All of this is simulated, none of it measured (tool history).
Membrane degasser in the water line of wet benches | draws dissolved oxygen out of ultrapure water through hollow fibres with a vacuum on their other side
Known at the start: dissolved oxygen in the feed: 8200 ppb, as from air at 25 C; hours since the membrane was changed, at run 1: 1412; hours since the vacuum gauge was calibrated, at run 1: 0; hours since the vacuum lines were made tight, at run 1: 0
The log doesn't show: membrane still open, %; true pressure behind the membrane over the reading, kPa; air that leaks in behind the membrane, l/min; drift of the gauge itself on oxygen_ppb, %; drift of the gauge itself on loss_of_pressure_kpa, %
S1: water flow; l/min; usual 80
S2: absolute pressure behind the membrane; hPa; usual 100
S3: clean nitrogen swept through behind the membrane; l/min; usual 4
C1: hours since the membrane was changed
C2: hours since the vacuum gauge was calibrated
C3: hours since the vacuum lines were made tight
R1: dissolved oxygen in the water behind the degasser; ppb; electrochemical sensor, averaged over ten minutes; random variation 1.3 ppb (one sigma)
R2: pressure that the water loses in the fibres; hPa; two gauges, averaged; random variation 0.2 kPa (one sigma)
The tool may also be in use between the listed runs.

Run 1, hour 0: usual settings; C1 1412; C2 0; C3 0. Result: R1 295.4 ppb, R2 458.1 hPa.
Run 2, hour 94.6: usual settings; C1 1507; C2 95; C3 95. Result: R1 297 ppb, R2 457.2 hPa.
Run 3, hour 216.2: usual settings; C1 1628; C2 216; C3 216. Result: R1 298.3 ppb, R2 461.5 hPa.
Run 4, hour 352.1: usual settings; C1 1764; C2 352; C3 352. Result: R1 298.3 ppb, R2 461.9 hPa.
Run 5, hour 444: usual settings; C1 1856; C2 444; C3 444. Result: R1 295.9 ppb, R2 458.7 hPa.
Run 6, hour 622.5: usual settings; C1 2034; C2 623; C3 623. Result: R1 299.1 ppb, R2 460 hPa.
Run 7, hour 797: usual settings; C1 2209; C2 797; C3 797. Result: R1 298.4 ppb, R2 461.1 hPa.
Run 8, hour 892.8: usual settings; C1 2305; C2 893; C3 893. Result: R1 300.8 ppb, R2 464.1 hPa.
Run 9, hour 992.4: usual settings but S1 124 l/min; C1 2404; C2 992; C3 992. Result: R1 436.8 ppb, R2 715.1 hPa.
Run 10, hour 1179.3: usual settings but S1 124 l/min, S2 164 hPa, S3 8.18 l/min; C1 2591; C2 1179; C3 1179. Result: R1 448.3 ppb, R2 713.7 hPa.
Run 11, hour 1264.5: usual settings but S1 49 l/min, S2 221 hPa; C1 2676; C2 1265; C3 1265. Result: R1 517.1 ppb, R2 281 hPa.
Run 12, hour 1411.5: usual settings but S1 49 l/min, S2 80 hPa, S3 9.04 l/min; C1 2823; C2 1411; C3 1411. Result: R1 64.5 ppb, R2 283.4 hPa.
Run 13, hour 1596: usual settings but S1 119 l/min, S2 68 hPa; C1 3008; C2 1596; C3 1596. Result: R1 237.8 ppb, R2 692.8 hPa.

Some steps in R1 between neighbouring runs. How much of each would the tool show without its hidden state too (settings, what came in, random variation), and how much is left for the hidden state, with any gauge scatter that isn't in both results?
Run 11 -> 12: S2 221 -> 80, S3 4 -> 9.04. R1 -452.6 ppb: hidden state -2.2, all else -450.4.
Run 12 -> 13: S1 49 -> 119, S2 80 -> 68, S3 9.04 -> 4. R1 +173.3 ppb: hidden state +6.6, all else +166.7.
